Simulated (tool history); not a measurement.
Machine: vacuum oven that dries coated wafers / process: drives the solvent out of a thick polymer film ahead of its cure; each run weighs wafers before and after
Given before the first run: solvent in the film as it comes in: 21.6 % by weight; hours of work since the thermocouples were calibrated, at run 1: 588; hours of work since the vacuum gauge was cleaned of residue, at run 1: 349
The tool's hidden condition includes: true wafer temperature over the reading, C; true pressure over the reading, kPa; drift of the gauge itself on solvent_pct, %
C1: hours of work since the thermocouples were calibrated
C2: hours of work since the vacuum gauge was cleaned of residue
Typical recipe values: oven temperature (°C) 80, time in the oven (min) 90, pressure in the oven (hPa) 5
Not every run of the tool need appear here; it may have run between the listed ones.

{"run": 1, "day": 0.0, "oven temperature (°C)": 80, "time in the oven (min)": 90, "pressure in the oven (hPa)": 5, "C1": 588, "C2": 349, "solvent left in the film (%)": 0.89}
{"run": 2, "day": 1.425, "oven temperature (°C)": 80, "time in the oven (min)": 90, "pressure in the oven (hPa)": 4, "C1": 605, "C2": 366, "solvent left in the film (%)": 1.01}
{"run": 3, "day": 2.596, "oven temperature (°C)": 80, "time in the oven (min)": 90, "pressure in the oven (hPa)": 4, "C1": 619, "C2": 380, "solvent left in the film (%)": 0.9}
{"run": 4, "day": 4.783, "oven temperature (°C)": 80, "time in the oven (min)": 90, "pressure in the oven (hPa)": 4, "C1": 645, "C2": 406, "solvent left in the film (%)": 0.86}
{"run": 5, "day": 7.112, "oven temperature (°C)": 80, "time in the oven (min)": 90, "pressure in the oven (hPa)": 4, "C1": 673, "C2": 434, "solvent left in the film (%)": 0.88}
{"run": 6, "day": 8.621, "oven temperature (°C)": 80, "time in the oven (min)": 90, "pressure in the oven (hPa)": 4, "C1": 691, "C2": 452, "solvent left in the film (%)": 0.8}
{"run": 7, "day": 9.975, "oven temperature (°C)": 80, "time in the oven (min)": 48, "pressure in the oven (hPa)": 5, "C1": 707, "C2": 468, "solvent left in the film (%)": 3.32}
{"run": 8, "day": 11.508, "oven temperature (°C)": 80, "time in the oven (min)": 48, "pressure in the oven (hPa)": 2.97, "C1": 725, "C2": 486, "solvent left in the film (%)": 2.97}
{"run": 9, "day": 12.912, "oven temperature (°C)": 80, "time in the oven (min)": 48, "pressure in the oven (hPa)": 2.97, "C1": 742, "C2": 503, "solvent left in the film (%)": 3.05}
{"run": 10, "day": 14.362, "oven temperature (°C)": 80, "time in the oven (min)": 58, "pressure in the oven (hPa)": 7.47, "C1": 759, "C2": 520, "solvent left in the film (%)": 2.53}
{"day": 15.9, "done": "oven's thermocouples calibrated"}
{"run": 11, "day": 16.225, "oven temperature (°C)": 93, "time in the oven (min)": 108, "pressure in the oven (hPa)": 12.66, "C1": 4, "C2": 542, "solvent left in the film (%)": 0.66}
{"run": 12, "day": 18.2, "oven temperature (°C)": 80, "time in the oven (min)": 84, "pressure in the oven (hPa)": 5.86, "C1": 27, "C2": 565, "solvent left in the film (%)": 1.22}
{"run": 13, "day": 20.162, "oven temperature (°C)": 74, "time in the oven (min)": 65, "pressure in the oven (hPa)": 13.31, "C1": 51, "C2": 588, "solvent left in the film (%)": 4.45}
{"run": 14, "day": 21.558, "oven temperature (°C)": 65, "time in the oven (min)": 101, "pressure in the oven (hPa)": 7.09, "C1": 67, "C2": 605, "solvent left in the film (%)": 5.22}
{"run": 15, "day": 23.396, "oven temperature (°C)": 95, "time in the oven (min)": 50, "pressure in the oven (hPa)": 3.39, "C1": 89, "C2": 627, "solvent left in the film (%)": 0.2}
{"run": 16, "day": 24.725, "oven temperature (°C)": 69, "time in the oven (min)": 111, "pressure in the oven (hPa)": 3.39, "C1": 105, "C2": 643, "solvent left in the film (%)": 2.76}
{"run": 17, "day": 26.962, "oven temperature (°C)": 65, "time in the oven (min)": 99, "pressure in the oven (hPa)": 10.17, "C1": 132, "C2": 669, "solvent left in the film (%)": 5.84}
{"run": 18, "day": 28.433, "oven temperature (°C)": 80, "time in the oven (min)": 52, "pressure in the oven (hPa)": 3.8, "C1": 149, "C2": 687, "solvent left in the film (%)": 2.69}

Forecast each of these 5 alternatives for the next run:
{"run": "A", "day": 30.217, "oven temperature (°C)": 84, "time in the oven (min)": 103, "pressure in the oven (hPa)": 10.9, "C1": 170, "C2": 708, "solvent left in the film (%)": "?"}
{"run": "B", "day": 30.217, "oven temperature (°C)": 80, "time in the oven (min)": 70, "pressure in the oven (hPa)": 5, "C1": 170, "C2": 708, "solvent left in the film (%)": "?"}
{"run": "C", "day": 30.217, "oven temperature (°C)": 86, "time in the oven (min)": 52, "pressure in the oven (hPa)": 18.35, "C1": 170, "C2": 708, "solvent left in the film (%)": "?"}
{"run": "D", "day": 30.217, "oven temperature (°C)": 80, "time in the oven (min)": 90, "pressure in the oven (hPa)": 16.68, "C1": 170, "C2": 708, "solvent left in the film (%)": "?"}
{"run": "E", "day": 30.217, "oven temperature (°C)": 87, "time in the oven (min)": 46, "pressure in the oven (hPa)": 12.38, "C1": 170, "C2": 708, "solvent left in the film (%)": "?"}

run=A solvent_left_in_the_film_(%)=0.78
run=B solvent_left_in_the_film_(%)=1.68
run=C solvent_left_in_the_film_(%)=2.02
run=D solvent_left_in_the_film_(%)=1.97
run=E solvent_left_in_the_film_(%)=1.77
Without the tool's unlogged condition, the same runs would have read:
run=A solvent_left_in_the_film_(%)=0.77
run=B solvent_left_in_the_film_(%)=1.68
run=C solvent_left_in_the_film_(%)=2.03
run=D solvent_left_in_the_film_(%)=1.97
run=E solvent_left_in_the_film_(%)=1.78

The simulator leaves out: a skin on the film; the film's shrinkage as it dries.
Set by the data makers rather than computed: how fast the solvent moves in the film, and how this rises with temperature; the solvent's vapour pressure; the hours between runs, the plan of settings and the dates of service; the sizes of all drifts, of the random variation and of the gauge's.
